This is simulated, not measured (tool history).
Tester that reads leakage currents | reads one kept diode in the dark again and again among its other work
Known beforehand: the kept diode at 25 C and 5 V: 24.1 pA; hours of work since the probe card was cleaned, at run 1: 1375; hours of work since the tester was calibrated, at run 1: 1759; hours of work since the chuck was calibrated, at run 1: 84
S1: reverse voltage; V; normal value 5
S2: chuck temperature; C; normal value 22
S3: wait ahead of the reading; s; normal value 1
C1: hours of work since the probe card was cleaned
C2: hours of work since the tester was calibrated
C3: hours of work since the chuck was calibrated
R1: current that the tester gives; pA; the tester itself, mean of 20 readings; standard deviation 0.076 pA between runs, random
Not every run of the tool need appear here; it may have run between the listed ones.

run,hour,S1,S2,S3,C1,C2,C3,R1
1,0,5,22,1,1375,1759,84,20.69
2,74.9,5,22,1,1430,1814,139,20.8
3,146.2,5,22,1,1482,1866,191,20.9
4,181.3,5,22,1,1508,1892,216,20.83
5,241.3,5,22,1,1551,1936,260,20.91
6,286.9,5,22,1,1585,1969,293,21.09
7,337.8,5,22,2.5,1622,2006,331,20.82
8,408,5,22,0.55,1673,2058,382,21.41
9,481.3,5,22,0.55,1727,2111,436,21.49
10,552.7,5,22,0.73,1779,2163,488,21.5
11,590.1,5,22,0.73,1806,2191,515,21.51
12,627,2.52,21,0.34,1833,2218,542,15.44
13,672.6,1.15,21,3.71,1867,2251,575,11
14,735.7,3.94,26,0.43,1913,2297,621,26.94
15,768.9,5,22,1.16,1937,2321,646,21.42
16,811.5,1.63,22,2.97,1968,2352,677,13.7
17,849.5,5,43,4.32,1996,2380,705,103.77
18,887.7,5,43,4.32,2024,2408,733,103.96

The logged runs with the hidden state left out (each run's random variation unchanged):
Hidden conditions of the tool in this case: stray current of the dirty probe card, pA a volt; current scale over the true one, %; true chuck temperature over the reading, C; drift of the gauge itself on leakage_pa, %.
run,R1
1,19.27
2,19.29
3,19.29
4,19.19
5,19.19
6,19.32
7,18.98
8,19.49
9,19.49
10,19.41
11,19.36
12,14.14
13,10.18
14,24.66
15,19.06
16,12.54
17,97.4
18,97.45
